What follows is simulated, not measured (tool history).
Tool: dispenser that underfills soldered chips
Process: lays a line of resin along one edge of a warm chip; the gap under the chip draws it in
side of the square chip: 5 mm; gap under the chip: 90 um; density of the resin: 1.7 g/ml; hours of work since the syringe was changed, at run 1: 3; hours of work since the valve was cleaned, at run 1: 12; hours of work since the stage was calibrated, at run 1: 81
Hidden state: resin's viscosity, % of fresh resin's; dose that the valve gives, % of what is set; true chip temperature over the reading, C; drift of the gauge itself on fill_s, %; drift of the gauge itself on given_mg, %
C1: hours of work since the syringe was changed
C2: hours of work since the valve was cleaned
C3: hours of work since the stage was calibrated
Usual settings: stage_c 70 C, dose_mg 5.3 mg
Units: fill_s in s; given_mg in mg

{"run": 1, "hour": 0.0, "stage_c": 70, "dose_mg": 5.3, "C1": 3, "C2": 12, "C3": 81, "fill_s": 14, "given_mg": 5.37}
{"run": 2, "hour": 3.5, "stage_c": 70, "dose_mg": 5.3, "C1": 6, "C2": 14, "C3": 84, "fill_s": 15.2, "given_mg": 5.16}
{"hour": 7.4, "done": "new syringe of resin"}
{"run": 3, "hour": 8.4, "stage_c": 70, "dose_mg": 5.3, "C1": 1, "C2": 17, "C3": 87, "fill_s": 11.5, "given_mg": 5.15}
{"run": 4, "hour": 13.4, "stage_c": 70, "dose_mg": 5.3, "C1": 4, "C2": 21, "C3": 91, "fill_s": 13.9, "given_mg": 5.3}
{"run": 5, "hour": 16.2, "stage_c": 70, "dose_mg": 5.3, "C1": 6, "C2": 23, "C3": 92, "fill_s": 15.2, "given_mg": 5.21}
{"hour": 19.9, "done": "new syringe of resin"}
{"run": 6, "hour": 21.1, "stage_c": 70, "dose_mg": 5.3, "C1": 1, "C2": 26, "C3": 96, "fill_s": 12.1, "given_mg": 5.14}
{"run": 7, "hour": 25.7, "stage_c": 70, "dose_mg": 5.3, "C1": 4, "C2": 29, "C3": 99, "fill_s": 13.7, "given_mg": 5.17}
{"run": 8, "hour": 29.8, "stage_c": 83, "dose_mg": 5.3, "C1": 7, "C2": 32, "C3": 102, "fill_s": 8.6, "given_mg": 5.23}
{"hour": 32.1, "done": "new syringe of resin"}
{"run": 9, "hour": 32.5, "stage_c": 66, "dose_mg": 5.3, "C1": 0, "C2": 33, "C3": 103, "fill_s": 13.2, "given_mg": 5.22}
{"run": 10, "hour": 35.7, "stage_c": 70, "dose_mg": 5.3, "C1": 2, "C2": 36, "C3": 105, "fill_s": 12.3, "given_mg": 5.09}
{"run": 11, "hour": 38.6, "stage_c": 70, "dose_mg": 5.3, "C1": 4, "C2": 38, "C3": 107, "fill_s": 14.3, "given_mg": 5}
{"run": 12, "hour": 40.8, "stage_c": 70, "dose_mg": 5.3, "C1": 6, "C2": 39, "C3": 109, "fill_s": 15.4, "given_mg": 5.08}
{"run": 13, "hour": 42.9, "stage_c": 70, "dose_mg": 6.45, "C1": 7, "C2": 41, "C3": 110, "fill_s": 16.6, "given_mg": 6.19}
{"hour": 44.3, "done": "new syringe of resin"}
{"run": 14, "hour": 47.7, "stage_c": 70, "dose_mg": 5.3, "C1": 2, "C2": 44, "C3": 114, "fill_s": 12.4, "given_mg": 5.14}
{"run": 15, "hour": 50.4, "stage_c": 70, "dose_mg": 4.8, "C1": 4, "C2": 46, "C3": 115, "fill_s": 14.5, "given_mg": 4.57}
{"run": 16, "hour": 52.9, "stage_c": 70, "dose_mg": 5.3, "C1": 6, "C2": 47, "C3": 117, "fill_s": 15.9, "given_mg": 5.09}
{"hour": 56.4, "done": "new syringe of resin"}
{"run": 17, "hour": 58.1, "stage_c": 80, "dose_mg": 4.62, "C1": 1, "C2": 51, "C3": 121, "fill_s": 7.7, "given_mg": 4.5}
{"run": 18, "hour": 62.3, "stage_c": 83, "dose_mg": 6.83, "C1": 4, "C2": 54, "C3": 123, "fill_s": 7.2, "given_mg": 6.56}
{"run": 19, "hour": 66.6, "stage_c": 83, "dose_mg": 6.83, "C1": 7, "C2": 57, "C3": 126, "fill_s": 8.3, "given_mg": 6.5}
{"hour": 68.7, "done": "new syringe of resin"}
{"run": 20, "hour": 69.2, "stage_c": 83, "dose_mg": 4.62, "C1": 0, "C2": 58, "C3": 128, "fill_s": 6.4, "given_mg": 4.29}
{"run": 21, "hour": 73.3, "stage_c": 81, "dose_mg": 6.05, "C1": 3, "C2": 61, "C3": 131, "fill_s": 7.7, "given_mg": 5.65}
{"run": 22, "hour": 75.8, "stage_c": 57, "dose_mg": 6.85, "C1": 5, "C2": 63, "C3": 133, "fill_s": 28.9, "given_mg": 6.51}
{"run": 23, "hour": 79.8, "stage_c": 71, "dose_mg": 5.7, "C1": 8, "C2": 66, "C3": 135, "fill_s": 16.6, "given_mg": 5.31}
{"hour": 80.9, "done": "new syringe of resin"}
{"run": 24, "hour": 85.1, "stage_c": 71, "dose_mg": 5.7, "C1": 3, "C2": 69, "C3": 139, "fill_s": 12.8, "given_mg": 5.17}
{"run": 25, "hour": 88.7, "stage_c": 62, "dose_mg": 6.43, "C1": 5, "C2": 71, "C3": 141, "fill_s": 22.7, "given_mg": 5.94}
{"run": 26, "hour": 92.2, "stage_c": 62, "dose_mg": 6.43, "C1": 8, "C2": 74, "C3": 144, "fill_s": 25.2, "given_mg": 5.91}
{"hour": 93.0, "done": "new syringe of resin"}
{"run": 27, "hour": 94.6, "stage_c": 61, "dose_mg": 5.32, "C1": 1, "C2": 75, "C3": 145, "fill_s": 19.4, "given_mg": 5.01}
{"run": 28, "hour": 98.5, "stage_c": 78, "dose_mg": 5.69, "C1": 4, "C2": 78, "C3": 148, "fill_s": 8.7, "given_mg": 5.24}
{"run": 29, "hour": 102.2, "stage_c": 78, "dose_mg": 5.69, "C1": 6, "C2": 81, "C3": 150, "fill_s": 10.1, "given_mg": 5.26}

How the hidden state differs across the entries between the runs, from the last listed run before each to the first after it:
Between runs 2 and 3: new syringe of resin (hour 7.4)
  resin's viscosity, % of fresh resin's: 138.4 -> 102.4; dose that the valve gives, % of what is set: 98.77 -> 98.49; true chip temperature over the reading, C: 0.68 -> 0.7
  measured less the result without the state, fill_s: +3.8 -> -0.1 s; given_mg: -0.06 -> -0.08 mg
Between runs 5 and 6: new syringe of resin (hour 19.9)
  resin's viscosity, % of fresh resin's: 140.3 -> 105.3; dose that the valve gives, % of what is set: 98 -> 97.69; true chip temperature over the reading, C: 0.74 -> 0.76
  measured less the result without the state, fill_s: +4 -> +0.2 s; given_mg: -0.1 -> -0.13 mg
Between runs 8 and 9: new syringe of resin (hour 32.1)
  resin's viscosity, % of fresh resin's: 149.5 -> 100.9; dose that the valve gives, % of what is set: 97.15 -> 96.99; true chip temperature over the reading, C: 0.81 -> 0.82
  measured less the result without the state, fill_s: +2.6 -> -0.4 s; given_mg: -0.15 -> -0.16 mg
Between runs 13 and 14: new syringe of resin (hour 44.3)
  resin's viscosity, % of fresh resin's: 153.6 -> 114.1; dose that the valve gives, % of what is set: 96.34 -> 96.05; true chip temperature over the reading, C: 0.87 -> 0.9
  measured less the result without the state, fill_s: +5.3 -> +1.1 s; given_mg: -0.23 -> -0.21 mg
Between runs 16 and 17: new syringe of resin (hour 56.4)
  resin's viscosity, % of fresh resin's: 140.5 -> 107.8; dose that the valve gives, % of what is set: 95.72 -> 95.42; true chip temperature over the reading, C: 0.92 -> 0.95
  measured less the result without the state, fill_s: +4 -> +0.4 s; given_mg: -0.22 -> -0.21 mg
Between runs 19 and 20: new syringe of resin (hour 68.7)
  resin's viscosity, % of fresh resin's: 151.5 -> 104; dose that the valve gives, % of what is set: 94.89 -> 94.77; true chip temperature over the reading, C: 1 -> 1.01
  measured less the result without the state, fill_s: +2.5 -> +0.1 s; given_mg: -0.34 -> -0.24 mg
Between runs 23 and 24: new syringe of resin (hour 80.9)
  resin's viscosity, % of fresh resin's: 159.8 -> 119; dose that the valve gives, % of what is set: 94.07 -> 93.76; true chip temperature over the reading, C: 1.06 -> 1.09
  measured less the result without the state, fill_s: +5.7 -> +1.4 s; given_mg: -0.34 -> -0.35 mg
Between runs 26 and 27: new syringe of resin (hour 93)
  resin's viscosity, % of fresh resin's: 158.6 -> 107.4; dose that the valve gives, % of what is set: 93.32 -> 93.19; true chip temperature over the reading, C: 1.12 -> 1.13
  measured less the result without the state, fill_s: +8.5 -> +0.5 s; given_mg: -0.43 -> -0.36 mg
